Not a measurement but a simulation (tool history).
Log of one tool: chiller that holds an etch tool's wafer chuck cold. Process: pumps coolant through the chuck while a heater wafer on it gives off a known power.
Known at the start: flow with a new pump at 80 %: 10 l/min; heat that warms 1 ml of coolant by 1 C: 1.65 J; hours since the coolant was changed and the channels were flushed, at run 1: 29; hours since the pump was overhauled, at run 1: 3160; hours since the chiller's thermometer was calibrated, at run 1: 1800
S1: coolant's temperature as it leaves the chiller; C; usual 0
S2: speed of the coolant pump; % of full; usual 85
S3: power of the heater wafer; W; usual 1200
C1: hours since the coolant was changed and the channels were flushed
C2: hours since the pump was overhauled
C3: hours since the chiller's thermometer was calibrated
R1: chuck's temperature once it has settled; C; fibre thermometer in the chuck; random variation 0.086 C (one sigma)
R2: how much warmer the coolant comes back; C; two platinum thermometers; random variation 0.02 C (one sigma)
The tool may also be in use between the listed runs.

run 1 hour=0 | S1=0 S2=85 S3=1200 | C1=29 C2=3160 C3=1800 | R1=10.07 R2=4.43
run 2 hour=62.6 | S1=0 S2=85 S3=1200 | C1=92 C2=3223 C3=1863 | R1=10.11 R2=4.42
run 3 hour=130.8 | S1=0 S2=85 S3=1200 | C1=160 C2=3291 C3=1931 | R1=10.35 R2=4.43
run 4 hour=232.6 | S1=0 S2=85 S3=1200 | C1=262 C2=3393 C3=2033 | R1=10.04 R2=4.44
run 5 hour=284.1 | S1=0 S2=85 S3=1200 | C1=313 C2=3445 C3=2084 | R1=10.23 R2=4.44
run 6 hour=387.1 | S1=0 S2=85 S3=1200 | C1=416 C2=3547 C3=2187 | R1=10.04 R2=4.45
run 7 hour=502.7 | S1=0 S2=85 S3=1200 | C1=532 C2=3663 C3=2303 | R1=10.3 R2=4.46
run 8 hour=588.1 | S1=-3 S2=85 S3=1200 | C1=617 C2=3749 C3=2388 | R1=7.23 R2=4.49
run 9 hour=663 | S1=0 S2=85 S3=877 | C1=692 C2=3823 C3=2463 | R1=7.54 R2=3.27
run 10 hour=787.5 | S1=-7 S2=64 S3=1004 | C1=817 C2=3948 C3=2588 | R1=3.14 R2=4.96
run 11 hour=873.2 | S1=-7 S2=64 S3=1004 | C1=902 C2=4034 C3=2674 | R1=3.34 R2=4.97
run 12 hour=998.8 | S1=-7 S2=64 S3=1004 | C1=1028 C2=4159 C3=2799 | R1=3.27 R2=4.97
-- hour=1085.4 coolant pump overhauled
run 13 hour=1093 | S1=-9 S2=85 S3=1200 | C1=1117 C2=8 C3=2888 | R1=0.98 R2=4.11
run 14 hour=1160.3 | S1=-9 S2=85 S3=1200 | C1=1184 C2=75 C3=2956 | R1=0.89 R2=4.12
run 15 hour=1266.8 | S1=3 S2=87 S3=637 | C1=1291 C2=181 C3=3062 | R1=7.93 R2=2.13

Forecast each of these 4 alternatives for the next run:
run A hour=1385.5 | S1=0 S2=68 S3=734 | C1=1410 C2=300 C3=3181 | R1=? R2=?
run B hour=1385.5 | S1=3 S2=73 S3=637 | C1=1410 C2=300 C3=3181 | R1=? R2=?
run C hour=1385.5 | S1=-6 S2=71 S3=1200 | C1=1410 C2=300 C3=3181 | R1=? R2=?
run D hour=1385.5 | S1=-6 S2=85 S3=1200 | C1=1410 C2=300 C3=3181 | R1=? R2=?

run=A R1=6.71 R2=3.14
run=B R1=8.51 R2=2.56
run=C R1=5.18 R2=4.94
run=D R1=3.94 R2=4.17
Without the tool's hidden state the same runs would have given:
run=A R1=6.78 R2=3.11
run=B R1=8.64 R2=2.54
run=C R1=5.01 R2=4.9
run=D R1=3.82 R2=4.13
